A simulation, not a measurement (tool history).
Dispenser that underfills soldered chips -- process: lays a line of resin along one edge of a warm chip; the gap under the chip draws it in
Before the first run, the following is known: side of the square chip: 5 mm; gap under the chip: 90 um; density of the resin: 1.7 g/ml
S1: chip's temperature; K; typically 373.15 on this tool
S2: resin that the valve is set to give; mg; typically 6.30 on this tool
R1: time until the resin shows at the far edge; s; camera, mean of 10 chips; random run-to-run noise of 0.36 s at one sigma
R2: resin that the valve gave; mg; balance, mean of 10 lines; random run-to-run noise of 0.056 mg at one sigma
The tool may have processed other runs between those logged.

| run | day | S1 | S2 | R1 | R2 |
|---|---|---|---|---|---|
| 1 | 0.000 | 373.15 | 6.30 | 26.5 | 6.15 |
|  | 0.096 | new syringe of resin |
| 2 | 0.142 | 373.15 | 7.63 | 19.8 | 7.56 |
| 3 | 0.262 | 371.15 | 6.30 | 26.2 | 6.17 |
| 4 | 0.342 | 370.15 | 6.30 | 30.2 | 6.27 |
|  | 0.454 | new syringe of resin |
| 5 | 0.500 | 370.15 | 6.30 | 23.7 | 6.32 |
| 6 | 0.638 | 373.15 | 6.30 | 24.0 | 6.17 |
|  | 0.808 | new syringe of resin |
| 7 | 0.812 | 373.15 | 6.30 | 19.5 | 6.11 |
| 8 | 0.942 | 368.15 | 6.30 | 29.7 | 6.21 |
| 9 | 1.112 | 368.15 | 6.30 | 35.6 | 6.27 |
|  | 1.171 | new syringe of resin |
| 10 | 1.221 | 373.15 | 5.82 | 21.2 | 5.74 |
| 11 | 1.383 | 373.15 | 6.02 | 25.1 | 5.96 |
| 12 | 1.475 | 373.15 | 6.02 | 28.4 | 5.96 |
|  | 1.529 | new syringe of resin |
| 13 | 1.629 | 383.15 | 5.55 | 14.4 | 5.50 |
| 14 | 1.804 | 362.15 | 7.94 | 46.2 | 7.77 |
|  | 1.879 | new syringe of resin |
| 15 | 1.996 | 374.15 | 8.19 | 20.4 | 7.98 |
| 16 | 2.121 | 383.15 | 5.81 | 17.2 | 5.71 |
|  | 2.246 | new syringe of resin |
| 17 | 2.304 | 383.15 | 5.81 | 13.4 | 5.58 |
| 18 | 2.471 | 373.15 | 5.72 | 25.6 | 5.54 |
| 19 | 2.562 | 371.15 | 8.05 | 30.7 | 7.72 |
|  | 2.604 | new syringe of resin |
| 20 | 2.704 | 373.15 | 5.91 | 22.2 | 5.78 |
| 21 | 2.858 | 359.15 | 7.89 | 50.5 | 7.56 |
|  | 2.962 | new syringe of resin |
| 22 | 2.975 | 382.15 | 6.31 | 14.0 | 6.16 |

4 ways to go on from here, each from the tool as it stands after run 22. What would each give?
| A | 3.138 | 373.15 | 7.54 | ? | ? |
| B | 3.138 | 385.15 | 5.43 | ? | ? |
| C | 3.138 | 360.15 | 6.18 | ? | ? |
| D | 3.138 | 359.15 | 7.79 | ? | ? |

| run | R1 | R2 |
|---|---|---|
| A | 23.4 | 7.14 |
| B | 14.7 | 5.24 |
| C | 44.8 | 6.00 |
| D | 46.0 | 7.55 |
With the hidden condition removed and each run's random variation left untouched, the same runs would have given:
| run | R1 | R2 |
|---|---|---|
| A | 19.2 | 7.42 |
| B | 12.1 | 5.44 |
| C | 36.9 | 6.23 |
| D | 38.0 | 7.84 |

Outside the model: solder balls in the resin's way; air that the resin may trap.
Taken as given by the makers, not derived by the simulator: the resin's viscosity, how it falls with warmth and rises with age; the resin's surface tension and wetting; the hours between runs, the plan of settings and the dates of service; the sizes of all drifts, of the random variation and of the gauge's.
